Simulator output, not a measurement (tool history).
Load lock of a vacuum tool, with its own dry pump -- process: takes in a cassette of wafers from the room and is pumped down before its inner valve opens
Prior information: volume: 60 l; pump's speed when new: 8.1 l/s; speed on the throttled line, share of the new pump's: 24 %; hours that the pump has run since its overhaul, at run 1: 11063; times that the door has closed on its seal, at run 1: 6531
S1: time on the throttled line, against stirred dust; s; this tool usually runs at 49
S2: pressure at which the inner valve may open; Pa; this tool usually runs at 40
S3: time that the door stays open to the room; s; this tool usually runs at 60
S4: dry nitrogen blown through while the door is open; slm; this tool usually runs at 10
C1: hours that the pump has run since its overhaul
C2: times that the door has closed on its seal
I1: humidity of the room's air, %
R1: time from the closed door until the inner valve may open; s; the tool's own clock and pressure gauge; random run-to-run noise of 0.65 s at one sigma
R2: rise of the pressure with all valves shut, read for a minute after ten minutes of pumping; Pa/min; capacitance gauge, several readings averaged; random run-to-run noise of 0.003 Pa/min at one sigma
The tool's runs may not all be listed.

run	hour	S1	S2	S3	S4	C1	C2	I1	R1	R2
1	0.0	49	40	60	10	11063	6531	48.0	102.8	0.043
2	343.2	49	40	60	10	11406	7013	45.3	103.3	0.042
3	865.8	49	40	60	10	11929	7748	42.1	104.9	0.039
4	1245.7	49	40	60	10	12309	8281	45.6	103.5	0.050
5	1478.0	49	40	60	10	12541	8608	44.2	103.9	0.050
6	1999.8	49	40	60	10	13063	9341	48.2	104.5	0.054
7	2432.3	49	57	60	10	13495	9949	44.3	101.2	0.044
8	2809.9	49	57	60	10	13873	10479	42.2	101.4	0.049
9	3102.4	49	40	60	10	14165	10890	45.6	104.6	0.051
10	3428.4	49	40	60	10	14491	11348	45.0	106.2	0.052
11	3814.1	49	40	60	10	14877	11890	45.2	106.2	0.054
12	4152.9	49	40	60	10	15216	12366	43.6	106.4	0.058
13	4497.6	87	40	60	10	15561	12851	45.8	132.7	0.059
14	4780.3	87	40	60	10	15843	13248	45.5	133.7	0.057
15	5070.8	87	40	60	10	16134	13656	47.7	133.0	0.061
16	5489.4	49	40	60	10	16552	14244	43.9	106.3	0.058
17	5983.6	49	40	60	10	17047	14939	43.4	108.7	0.056
18	6326.2	49	40	60	10	17389	15420	46.8	107.8	0.061
19	6555.4	49	40	60	10	17618	15742	43.9	108.1	0.061
20	6973.2	49	40	31	10	18036	16329	43.8	108.9	0.065
21	7385.6	36	40	29	9	18449	16909	47.9	98.6	0.053
22	7681.1	36	40	29	9	18744	17324	46.3	100.4	0.061
23	8190.4	49	28	54	10	19253	18039	45.5	115.1	0.072
24	8627.6	83	40	60	10	19691	18654	44.3	134.3	0.074
# hour 8858.7: dry pump taken out, an overhauled one fitted
25	8962.0	83	40	58	10	103	19115	45.3	120.5	0.075
26	9238.0	68	40	89	10	379	19503	44.6	109.0	0.085
27	9552.3	68	40	89	10	694	19945	47.5	110.2	0.085
28	10025.7	49	47	60	6	1167	20610	45.4	95.8	0.080
29	10395.4	49	32	30	11	1537	21129	46.7	98.5	0.071
30	10926.6	49	32	30	11	2068	21876	47.1	97.1	0.075
31	11234.9	49	32	72	16	2376	22309	44.9	99.0	0.079
32	11482.7	45	30	53	10	2624	22657	44.5	95.5	0.082
33	11947.4	71	30	44	13	3089	23310	44.4	117.5	0.077
34	12253.1	37	40	158	10	3394	23739	47.0	88.0	0.111
35	12777.6	80	53	60	7	3919	24477	48.1	118.5	0.096
36	13040.5	24	53	44	7	4182	24846	45.0	76.3	0.083

Difference, measured minus no-hidden-state, one row per run. Run-to-run variation is common to both terms; the gauge's own scatter need not be:
The tool's hidden condition here consists of: pump's speed, % of a new pump's; leak at the door's seal, Pa l/s; drift of the gauge itself on ready_s, %; drift of the gauge itself on rise_pa_min, %.
run	R1	R2
1	+6.9	+0.012
2	+7.2	+0.012
3	+7.8	+0.013
4	+8.0	+0.015
5	+8.0	+0.015
6	+8.6	+0.017
7	+8.3	+0.018
8	+8.6	+0.019
9	+9.4	+0.020
10	+9.7	+0.021
11	+10.1	+0.021
12	+10.3	+0.023
13	+8.5	+0.024
14	+8.8	+0.025
15	+8.9	+0.026
16	+11.4	+0.027
17	+12.0	+0.028
18	+12.1	+0.030
19	+12.3	+0.031
20	+12.6	+0.033
21	+13.8	+0.034
22	+14.2	+0.035
23	+15.0	+0.037
24	+11.9	+0.039
25	-0.7	+0.039
26	-0.6	+0.041
27	-0.5	+0.042
28	-0.2	+0.043
29	+0.0	+0.046
30	+0.3	+0.047
31	+0.5	+0.049
32	+0.6	+0.049
33	+0.8	+0.051
34	+1.2	+0.052
35	+1.1	+0.056
36	+1.7	+0.055

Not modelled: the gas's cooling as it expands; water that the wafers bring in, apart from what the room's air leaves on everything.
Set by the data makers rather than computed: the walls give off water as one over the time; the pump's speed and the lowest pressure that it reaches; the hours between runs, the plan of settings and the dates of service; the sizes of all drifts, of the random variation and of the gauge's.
